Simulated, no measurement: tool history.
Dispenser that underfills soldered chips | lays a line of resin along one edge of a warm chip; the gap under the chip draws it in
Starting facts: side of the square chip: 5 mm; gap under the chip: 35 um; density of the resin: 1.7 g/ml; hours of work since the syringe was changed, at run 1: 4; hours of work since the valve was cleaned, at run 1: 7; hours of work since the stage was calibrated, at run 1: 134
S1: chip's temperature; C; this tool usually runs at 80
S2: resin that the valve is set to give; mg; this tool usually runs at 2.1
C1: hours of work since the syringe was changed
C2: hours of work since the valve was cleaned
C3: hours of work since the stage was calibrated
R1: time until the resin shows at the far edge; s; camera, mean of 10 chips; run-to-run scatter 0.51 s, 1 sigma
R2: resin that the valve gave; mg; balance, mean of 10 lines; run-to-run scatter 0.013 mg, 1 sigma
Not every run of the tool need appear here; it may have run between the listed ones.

| run | hour | S1 | S2 | C1 | C2 | C3 | R1 | R2 |
|---|---|---|---|---|---|---|---|---|
| 1 | 0 | 80 | 2.1 | 4 | 7 | 134 | 46.6 | 2.09 |
| 2 | 5.3 | 80 | 2.45 | 8 | 11 | 137 | 54.5 | 2.44 |
|  | 9.5 | new syringe of resin |
| 3 | 11.3 | 80 | 2.57 | 1 | 15 | 142 | 41.6 | 2.53 |
| 4 | 18 | 80 | 2.62 | 6 | 20 | 146 | 50.4 | 2.6 |
| 5 | 22.8 | 80 | 2.62 | 10 | 23 | 150 | 58.3 | 2.6 |
|  | 24.4 | new syringe of resin |
| 6 | 26.7 | 80 | 2.62 | 2 | 26 | 153 | 41.7 | 2.61 |
| 7 | 32.3 | 80 | 2.62 | 6 | 30 | 157 | 49.6 | 2.58 |
| 8 | 36.6 | 80 | 2.1 | 9 | 33 | 160 | 59.3 | 2.07 |
|  | 39.4 | new syringe of resin |
| 9 | 41.2 | 80 | 2.1 | 1 | 36 | 163 | 42.9 | 2.04 |
| 10 | 44.5 | 80 | 2.1 | 4 | 38 | 165 | 46.9 | 2.07 |
| 11 | 49 | 80 | 2.1 | 7 | 42 | 168 | 51.8 | 2.05 |
| 12 | 53 | 80 | 2.1 | 10 | 44 | 171 | 60.7 | 2.06 |
|  | 54.4 | new syringe of resin |
| 13 | 57.1 | 80 | 2.1 | 2 | 47 | 174 | 42.5 | 2.02 |
| 14 | 64 | 80 | 2.62 | 7 | 52 | 179 | 50.6 | 2.56 |
|  | 69.3 | new syringe of resin |
| 15 | 69.3 | 80 | 2.66 | 0 | 56 | 183 | 37.5 | 2.58 |
| 16 | 74.2 | 70 | 2.57 | 4 | 59 | 186 | 66.8 | 2.53 |
| 17 | 78.9 | 74 | 2.34 | 7 | 63 | 190 | 66.1 | 2.28 |
| 18 | 82.8 | 74 | 2.34 | 10 | 66 | 193 | 75.5 | 2.25 |
|  | 84.2 | new syringe of resin |
| 19 | 86.6 | 84 | 2.69 | 2 | 68 | 195 | 34 | 2.6 |
| 20 | 92.5 | 72 | 2.08 | 6 | 72 | 199 | 70.4 | 2.01 |
| 21 | 98.1 | 87 | 2.1 | 10 | 76 | 203 | 43.7 | 2.02 |
|  | 99.2 | new syringe of resin |
| 22 | 104.4 | 75 | 2.22 | 4 | 81 | 208 | 57.1 | 2.13 |
| 23 | 107.5 | 75 | 2.22 | 6 | 83 | 210 | 62.2 | 2.11 |
|  | 114 | new syringe of resin |
| 24 | 114 | 79 | 2.56 | 0 | 88 | 214 | 38.9 | 2.45 |
| 25 | 117 | 79 | 2.56 | 2 | 90 | 217 | 44 | 2.46 |
| 26 | 122.4 | 79 | 2.56 | 6 | 94 | 221 | 52.3 | 2.46 |
|  | 129.1 | new syringe of resin |
| 27 | 129.3 | 80 | 2.03 | 0 | 98 | 225 | 38.9 | 1.92 |
| 28 | 135.9 | 87 | 2.2 | 5 | 103 | 230 | 35 | 2.11 |

For each run, the measured value with the value that run would have given without the tool's hidden condition subtracted. The run-to-run variation is shared by both, the gauge scatter possibly not:
The hidden state here: resin's viscosity, % of fresh resin's; dose that the valve gives, % of what is set; true chip temperature over the reading, C; drift of the gauge itself on fill_s, %; drift of the gauge itself on given_mg, %.
| run | R1 | R2 |
|---|---|---|
| 1 | +5.4 | -0.01 |
| 2 | +13.7 | -0.01 |
| 3 | +0.7 | -0.02 |
| 4 | +10.3 | -0.03 |
| 5 | +18.5 | -0.03 |
| 6 | +1 | -0.03 |
| 7 | +9 | -0.04 |
| 8 | +16.8 | -0.03 |
| 9 | -0.4 | -0.04 |
| 10 | +4.2 | -0.04 |
| 11 | +10.9 | -0.04 |
| 12 | +18.4 | -0.05 |
| 13 | +0.7 | -0.05 |
| 14 | +10.3 | -0.06 |
| 15 | -3.3 | -0.07 |
| 16 | +4.3 | -0.07 |
| 17 | +13 | -0.07 |
| 18 | +21.9 | -0.08 |
| 19 | -0.5 | -0.08 |
| 20 | +11.3 | -0.08 |
| 21 | +13.2 | -0.08 |
| 22 | +5.3 | -0.09 |
| 23 | +10.9 | -0.09 |
| 24 | -2.6 | -0.11 |
| 25 | +1.3 | -0.11 |
| 26 | +9.4 | -0.12 |
| 27 | -3.4 | -0.1 |
| 28 | +4.2 | -0.11 |
